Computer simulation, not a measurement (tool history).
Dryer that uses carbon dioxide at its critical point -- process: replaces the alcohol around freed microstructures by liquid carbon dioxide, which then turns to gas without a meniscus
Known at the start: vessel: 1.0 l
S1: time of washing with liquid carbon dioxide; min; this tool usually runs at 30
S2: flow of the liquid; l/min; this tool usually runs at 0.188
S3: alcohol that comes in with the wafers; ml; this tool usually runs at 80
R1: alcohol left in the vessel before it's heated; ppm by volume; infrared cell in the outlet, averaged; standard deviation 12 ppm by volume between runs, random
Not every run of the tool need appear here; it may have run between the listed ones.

run   hour  S1     S2  S3    R1
  1    0.0  30  0.188  80  1337
  2   24.7  30  0.188  80  1345
  3   53.0  30  0.188  80  1392
  4   95.3  30  0.188  80  1447
     110.2  -- inlet filter changed
  5  143.8  30  0.188  80   918
  6  179.6  30  0.188  80   971
  7  203.2  30  0.266  80   309
  8  226.5  30  0.266  80   313
  9  271.1  30  0.266  80   315
 10  306.2  30  0.120  80  4289
 11  336.4  30  0.188  97  1261
     386.4  -- purifier's bed changed
 12  386.7  42  0.211  20    19
 13  437.2  42  0.211  20    34
 14  483.8  47  0.185  20    49
 15  529.9  19  0.216  93  3907
 16  563.7  19  0.216  93  3958
 17  608.7  19  0.136  67  9036
 18  638.7  37  0.213  68   184
 19  688.6  23  0.188  92  3512
 20  716.0  21  0.170  36  2417

Difference, measured minus no-hidden-state, one row per run. Run-to-run variation is common to both terms; the gauge's own scatter need not be:
The tool's hidden condition here consists of: flow that reaches the vessel past the clogged filter, %; alcohol in the recycled carbon dioxide, ppm; drift of the gauge itself on alcohol_ppm, %.
run     R1
  1   +599
  2   +614
  3   +650
  4   +699
  5   +189
  6   +218
  7   +180
  8   +186
  9   +194
 10   +557
 11   +348
 12     +5
 13    +10
 14    +15
 15   +757
 16   +820
 17  +1359
 18    +86
 19   +940
 20   +585
